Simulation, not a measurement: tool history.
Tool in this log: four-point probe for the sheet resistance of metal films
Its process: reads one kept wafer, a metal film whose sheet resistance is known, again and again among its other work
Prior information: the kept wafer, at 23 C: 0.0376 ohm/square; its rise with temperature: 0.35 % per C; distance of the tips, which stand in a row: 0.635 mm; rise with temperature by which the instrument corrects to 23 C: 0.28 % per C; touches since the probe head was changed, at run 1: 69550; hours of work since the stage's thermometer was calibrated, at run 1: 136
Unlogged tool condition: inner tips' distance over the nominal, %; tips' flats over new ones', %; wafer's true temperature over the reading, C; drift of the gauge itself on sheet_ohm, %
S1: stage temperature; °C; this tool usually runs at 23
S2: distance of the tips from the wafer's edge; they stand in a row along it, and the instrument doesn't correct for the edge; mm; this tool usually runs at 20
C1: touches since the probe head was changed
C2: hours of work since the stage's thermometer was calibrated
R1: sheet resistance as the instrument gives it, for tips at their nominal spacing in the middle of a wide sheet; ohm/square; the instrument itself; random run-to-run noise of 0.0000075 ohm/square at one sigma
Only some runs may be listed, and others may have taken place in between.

Run 1, hour 0: usual settings; C1 69550; C2 136. Result: R1 0.037317 ohm/square.
At hour 17.2: new probe head fitted.
Run 2, hour 122: usual settings; C1 2099; C2 186. Result: R1 0.037558 ohm/square.
Run 3, hour 196.8: usual settings; C1 3596; C2 216. Result: R1 0.037536 ohm/square.
Run 4, hour 267.2: usual settings; C1 5005; C2 245. Result: R1 0.037541 ohm/square.
Run 5, hour 328: usual settings; C1 6224; C2 270. Result: R1 0.037526 ohm/square.
Run 6, hour 441.2: usual settings but S2 17 mm; C1 8489; C2 316. Result: R1 0.037527 ohm/square.
Run 7, hour 519.7: usual settings but S2 4 mm; C1 10062; C2 348. Result: R1 0.037989 ohm/square.
Run 8, hour 582.8: usual settings but S2 4 mm; C1 11326; C2 373. Result: R1 0.037988 ohm/square.
Run 9, hour 648.1: usual settings but S2 4 mm; C1 12632; C2 400. Result: R1 0.037988 ohm/square.
At hour 659.9: stage's thermometer calibrated.
Run 10, hour 754.4: usual settings but S2 4 mm; C1 14750; C2 38. Result: R1 0.037957 ohm/square.
Run 11, hour 842.6: usual settings but S2 4 mm; C1 16518; C2 74. Result: R1 0.037929 ohm/square.
Run 12, hour 940.1: usual settings; C1 18469; C2 114. Result: R1 0.037445 ohm/square.
Run 13, hour 993.8: usual settings; C1 19545; C2 136. Result: R1 0.03745 ohm/square.
At hour 1029.5: stage's thermometer calibrated, once more.
Run 14, hour 1117.5: usual settings; C1 22011; C2 36. Result: R1 0.037442 ohm/square.
Run 15, hour 1231.2: usual settings; C1 24288; C2 82. Result: R1 0.03743 ohm/square.
Run 16, hour 1288.2: usual settings but S1 31 °C, S2 5 mm; C1 25429; C2 105. Result: R1 0.037929 ohm/square.
Run 17, hour 1383.3: usual settings but S1 31 °C, S2 5 mm; C1 27334; C2 144. Result: R1 0.037911 ohm/square.
Run 18, hour 1444.1: usual settings but S1 22 °C, S2 27 mm; C1 28551; C2 169. Result: R1 0.037365 ohm/square.
Run 19, hour 1554.6: usual settings but S2 10 mm; C1 30764; C2 214. Result: R1 0.037445 ohm/square.
Run 20, hour 1616.6: usual settings but S2 10 mm; C1 32005; C2 239. Result: R1 0.037438 ohm/square.
Run 21, hour 1699: usual settings but S1 26 °C, S2 9 mm; C1 33654; C2 273. Result: R1 0.037537 ohm/square.
Run 22, hour 1786.4: usual settings but S1 26 °C, S2 29 mm; C1 35405; C2 308. Result: R1 0.03742 ohm/square.
Run 23, hour 1868.4: usual settings but S1 19 °C, S2 14 mm; C1 37047; C2 342. Result: R1 0.037289 ohm/square.
Run 24, hour 1965.4: usual settings but S1 18 °C, S2 53 mm; C1 38989; C2 381. Result: R1 0.037205 ohm/square.
Run 25, hour 2077.4: usual settings but S2 37 mm; C1 41231; C2 427. Result: R1 0.037303 ohm/square.
Run 26, hour 2149.3: usual settings but S1 29 °C, S2 51 mm; C1 42671; C2 456. Result: R1 0.037446 ohm/square.
Run 27, hour 2238.3: usual settings but S1 29 °C, S2 51 mm; C1 44453; C2 492. Result: R1 0.037443 ohm/square.
Run 28, hour 2327.4: usual settings but S1 29 °C, S2 51 mm; C1 46238; C2 529. Result: R1 0.037427 ohm/square.
Run 29, hour 2393.5: usual settings but S1 21 °C, S2 15 mm; C1 47560; C2 556. Result: R1 0.037279 ohm/square.
Run 30, hour 2483.8: usual settings but S1 22 °C, S2 15 mm; C1 49368; C2 592. Result: R1 0.037262 ohm/square.

Some steps in R1, run to run, broken into two amounts with sign: the step expected even without the hidden condition (settings, incoming material, random variation), and the rest, left for the hidden condition together with whatever gauge scatter is not in both the measured and the hidden-condition-free result:
Run 1 -> 2: new probe head fitted. R1 +0.000241 ohm/square: hidden state +0.000249, all else -0.000008.
Run 5 -> 6: S2 20 -> 17. R1 +0.000001 ohm/square: hidden state -0.000015, all else +0.000016.
Run 9 -> 10: stage's thermometer calibrated. R1 -0.000031 ohm/square: hidden state -0.000019, all else -0.000012.
Run 11 -> 12: S2 4 -> 20. R1 -0.000484 ohm/square: hidden state -0.00001, all else -0.000474.
Run 15 -> 16: S1 23 -> 31, S2 20 -> 5. R1 +0.000499 ohm/square: hidden state -0.000009, all else +0.000508.
Run 17 -> 18: S1 31 -> 22, S2 5 -> 27. R1 -0.000546 ohm/square: hidden state -0.000005, all else -0.000541.
